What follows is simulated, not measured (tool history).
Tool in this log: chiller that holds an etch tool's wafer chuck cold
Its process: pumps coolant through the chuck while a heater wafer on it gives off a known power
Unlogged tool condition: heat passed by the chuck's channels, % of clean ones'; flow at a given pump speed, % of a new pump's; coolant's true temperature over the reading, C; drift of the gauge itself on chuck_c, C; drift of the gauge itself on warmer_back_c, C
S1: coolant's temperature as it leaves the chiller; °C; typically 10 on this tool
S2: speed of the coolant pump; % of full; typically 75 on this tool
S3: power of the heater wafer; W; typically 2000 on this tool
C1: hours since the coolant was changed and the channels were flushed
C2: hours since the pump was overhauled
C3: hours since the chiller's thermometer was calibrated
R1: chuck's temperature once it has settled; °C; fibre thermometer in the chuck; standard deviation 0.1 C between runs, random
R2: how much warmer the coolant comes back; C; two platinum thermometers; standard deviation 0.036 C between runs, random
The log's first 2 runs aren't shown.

{"run": 3, "day": 6.096, "S1": 10, "S2": 75, "S3": 2000, "C1": 2616, "C2": 3786, "C3": 1850, "R1": 30.6, "R2": 7.67}
{"run": 4, "day": 8.712, "S1": 10, "S2": 75, "S3": 2000, "C1": 2679, "C2": 3849, "C3": 1913, "R1": 30.3, "R2": 7.63}
{"run": 5, "day": 11.6, "S1": 10, "S2": 75, "S3": 2000, "C1": 2748, "C2": 3918, "C3": 1982, "R1": 30.8, "R2": 7.65}
{"run": 6, "day": 15.417, "S1": 10, "S2": 67, "S3": 2000, "C1": 2839, "C2": 4010, "C3": 2074, "R1": 32.7, "R2": 8.57}
{"run": 7, "day": 17.112, "S1": 10, "S2": 67, "S3": 2000, "C1": 2880, "C2": 4051, "C3": 2114, "R1": 32.9, "R2": 8.65}
{"run": 8, "day": 19.712, "S1": 10, "S2": 67, "S3": 2445, "C1": 2943, "C2": 4113, "C3": 2177, "R1": 37.9, "R2": 10.58}
{"run": 9, "day": 22.358, "S1": 10, "S2": 75, "S3": 2000, "C1": 3006, "C2": 4176, "C3": 2240, "R1": 31.2, "R2": 7.79}
{"run": 10, "day": 25.262, "S1": 10, "S2": 75, "S3": 2000, "C1": 3076, "C2": 4246, "C3": 2310, "R1": 31, "R2": 7.76}
{"run": 11, "day": 27.625, "S1": 10, "S2": 75, "S3": 2000, "C1": 3132, "C2": 4303, "C3": 2367, "R1": 31.2, "R2": 7.8}
{"run": 12, "day": 31.733, "S1": 10, "S2": 75, "S3": 1569, "C1": 3231, "C2": 4402, "C3": 2465, "R1": 26.7, "R2": 6.16}
{"run": 13, "day": 35.104, "S1": 10, "S2": 75, "S3": 2000, "C1": 3312, "C2": 4482, "C3": 2546, "R1": 31.4, "R2": 7.87}
{"day": 35.588, "done": "chiller's thermometer calibrated"}
{"run": 14, "day": 37.696, "S1": 10, "S2": 61, "S3": 2000, "C1": 3373, "C2": 4544, "C3": 51, "R1": 35.4, "R2": 9.72}
{"run": 15, "day": 40.162, "S1": 10, "S2": 61, "S3": 2000, "C1": 3432, "C2": 4603, "C3": 110, "R1": 35.7, "R2": 9.79}
{"run": 16, "day": 42.679, "S1": 10, "S2": 61, "S3": 2000, "C1": 3493, "C2": 4663, "C3": 170, "R1": 35.7, "R2": 9.75}

Estimate the outcome of run 17 from the log above:
{"day": 43.625, "done": "coolant changed, channels flushed"}
{"run": 17, "day": 45.946, "S1": 10, "S2": 61, "S3": 2000, "C1": 56, "C2": 4736, "C3": 243, "R1": "?", "R2": "?"}

{"run 17": {"R1": 32.5, "R2": 9.8}}
If the tool had no hidden condition, the same run with the same run-to-run variation would have returned R1 29.4 °C, R2 8.2 C.
